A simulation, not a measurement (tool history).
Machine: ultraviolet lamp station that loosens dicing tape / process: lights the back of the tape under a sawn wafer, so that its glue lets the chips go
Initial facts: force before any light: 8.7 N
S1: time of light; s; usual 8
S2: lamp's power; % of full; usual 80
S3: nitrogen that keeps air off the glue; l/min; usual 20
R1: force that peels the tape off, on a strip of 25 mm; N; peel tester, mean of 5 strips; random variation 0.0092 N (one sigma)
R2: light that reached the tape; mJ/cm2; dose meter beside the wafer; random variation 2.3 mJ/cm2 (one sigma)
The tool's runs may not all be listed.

run     day  S1  S2  S3     R1   R2
  1       0   8  80  20  0.477  204
  2   1.012   8  80  20  0.498  205
  3   2.171   8  78  20  0.526  197
  4   3.171   8  80  20  0.502  202
  5   3.888   8  80  20   0.51  201
  6   4.688   8  80  20  0.505  202
  7   5.775   8  80  20  0.521  198
  8   6.762   4  80  20  1.777   97
  9   7.625   4  80  20   1.83   96
 10   8.238   9  80  20  0.431  222
 11   9.496   8  80  20  0.537  195
 12  10.396   8  80  20  0.558  193
 13  11.571   8  80  20  0.555  192
 14  12.317   8  80  20  0.555  188
 15  13.225   8  80  20  0.573  190
 16  14.712   8  80  20   0.58  190
 17  15.871   8  80  20  0.576  187
 18  17.183   8  91  20  0.464  209
 19  18.046  13  80  20  0.277  298
 20  19.192  13  62  20   0.41  237
 21  20.667   9  62  20  0.806  161
 22  21.708   7  81  12  1.104  160
 23  22.408   7  81  12  1.009  176
 24  23.896   7  81  12  1.018  174
 25  25.112   7  81  12  1.008  174
 26  25.875  12  91   8  0.421  328
 27  26.517   5  88  15  1.368  132
 28  27.771   6  83  28  0.686  148
 29  28.929   6  76  34  0.752  136
 30  30.204   6  76  34  0.738  133
 31  31.179   5  76  16  1.768  111
 32  32.188   6  93  31  0.529  165
 33  33.562  14  84  31  0.231  335
 34  34.967   9  76  18  0.572  194
 35    36.2   4  75  34   1.67   88
 36  36.979   4  75  34  1.632   82
 37  37.696   4  75  34  1.697   85
 38  38.446   4  75  34  1.719   86
 39  39.079   4  75  34  1.706   83
 40    39.7  12  80  20  0.319  267
 41   40.65  12  80  20  0.322  266
 42  41.504   7  80  33  0.574  154

Missing from the log above: 1 entry noted between runs. For each, name the pair of listed runs it sits between and say how the tool's hidden condition differs from the listed run just before to the listed run just after:
In the gap between runs 22 and 23: window cleaned of glue's vapour (day 22.2)
  lamp's light, % of a new lamp's: 85 -> 84.9; light that the window lets through, % of a clean one's: 90.6 -> 99.1
  difference, measured minus the result without the unlogged condition, R1: +0.428 -> +0.281 N; R2: -48 -> -33 mJ/cm2
